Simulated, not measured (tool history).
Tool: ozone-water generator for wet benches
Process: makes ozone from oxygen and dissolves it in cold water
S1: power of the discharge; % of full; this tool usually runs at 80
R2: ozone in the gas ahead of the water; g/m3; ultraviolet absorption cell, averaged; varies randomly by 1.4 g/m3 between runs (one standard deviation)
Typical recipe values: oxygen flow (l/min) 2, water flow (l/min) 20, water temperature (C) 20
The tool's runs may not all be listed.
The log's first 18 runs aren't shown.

Run 19, hour 1702.1: usual settings but S1 74 % of full, oxygen flow (l/min) 2.32, water flow (l/min) 14, water temperature (C) 27. Result: dissolved ozone (ppm) 18.1, R2 230.4 g/m3.
Run 20, hour 1783.8: usual settings but S1 74 % of full, oxygen flow (l/min) 2.32, water flow (l/min) 14, water temperature (C) 27. Result: dissolved ozone (ppm) 18.3, R2 230.4 g/m3.
Run 21, hour 1901.4: usual settings but S1 43 % of full, oxygen flow (l/min) 2.32, water flow (l/min) 14, water temperature (C) 27. Result: dissolved ozone (ppm) 12.6, R2 154.9 g/m3.
At hour 1936.5: contactor cleaned.
Run 22, hour 2005: usual settings but S1 90 % of full, oxygen flow (l/min) 1.55, water flow (l/min) 15, water temperature (C) 18. Result: dissolved ozone (ppm) 20.7, R2 334.4 g/m3.
Run 23, hour 2138.5: usual settings but water flow (l/min) 17. Result: dissolved ozone (ppm) 16.8, R2 264.4 g/m3.
Run 24, hour 2229.9: usual settings but S1 88 % of full, water flow (l/min) 22. Result: dissolved ozone (ppm) 13.9, R2 283.1 g/m3.
Run 25, hour 2363.7: usual settings but S1 88 % of full, water flow (l/min) 22. Result: dissolved ozone (ppm) 14.2, R2 282.7 g/m3.
Run 26, hour 2471.4: usual settings but S1 88 % of full, water flow (l/min) 22. Result: dissolved ozone (ppm) 14, R2 283.9 g/m3.
Run 27, hour 2535.8: usual settings but oxygen flow (l/min) 2.17. Result: dissolved ozone (ppm) 14.6, R2 252.9 g/m3.
Run 28, hour 2669.8: usual settings but oxygen flow (l/min) 2.17, water flow (l/min) 14. Result: dissolved ozone (ppm) 21, R2 250.9 g/m3.
Run 29, hour 2729: usual settings but S1 64 % of full, oxygen flow (l/min) 3.14, water flow (l/min) 15, water temperature (C) 14. Result: dissolved ozone (ppm) 18.4, R2 174.3 g/m3.
Run 30, hour 2792.4: usual settings but S1 67 % of full, water flow (l/min) 12. Result: dissolved ozone (ppm) 20.8, R2 232.2 g/m3.
Run 31, hour 2849.9: usual settings but S1 67 % of full, water flow (l/min) 12. Result: dissolved ozone (ppm) 20.9, R2 232.3 g/m3.
Run 32, hour 2914.4: usual settings but S1 57 % of full, oxygen flow (l/min) 1.13, water flow (l/min) 12, water temperature (C) 21. Result: dissolved ozone (ppm) 17.5, R2 291.4 g/m3.

Below are 5 alternative next runs, each starting from the tool's condition after run 32. Predict each:
Run A, hour 3052.3: usual settings but S1 57 % of full, oxygen flow (l/min) 1.13, water flow (l/min) 18, water temperature (C) 27. Result: dissolved ozone (ppm) ?, R2 ?.
Run B, hour 3052.3: usual settings but oxygen flow (l/min) 1.57, water flow (l/min) 28, water temperature (C) 16. Result: dissolved ozone (ppm) ?, R2 ?.
Run C, hour 3052.3: usual settings but S1 49 % of full, water flow (l/min) 30. Result: dissolved ozone (ppm) ?, R2 ?.
Run D, hour 3052.3: usual settings but S1 57 % of full, oxygen flow (l/min) 1.13, water flow (l/min) 12, water temperature (C) 21. Result: dissolved ozone (ppm) ?, R2 ?.
Run E, hour 3052.3: usual settings but S1 74 % of full, water flow (l/min) 23. Result: dissolved ozone (ppm) ?, R2 ?.

run  dissolved ozone (ppm)     R2
  A                   11.1  293.4
  B                    9.6  305.6
  C                    6.4  187.3
  D                   17.6  292.7
  E                   11.8  251.8
Stripped of hidden state, with their random variation kept, the same runs would have yielded:
run  dissolved ozone (ppm)     R2
  A                   11.1  293.6
  B                    9.6  305.8
  C                    6.4  187.4
  D                   17.6  292.9
  E                   11.8  251.9
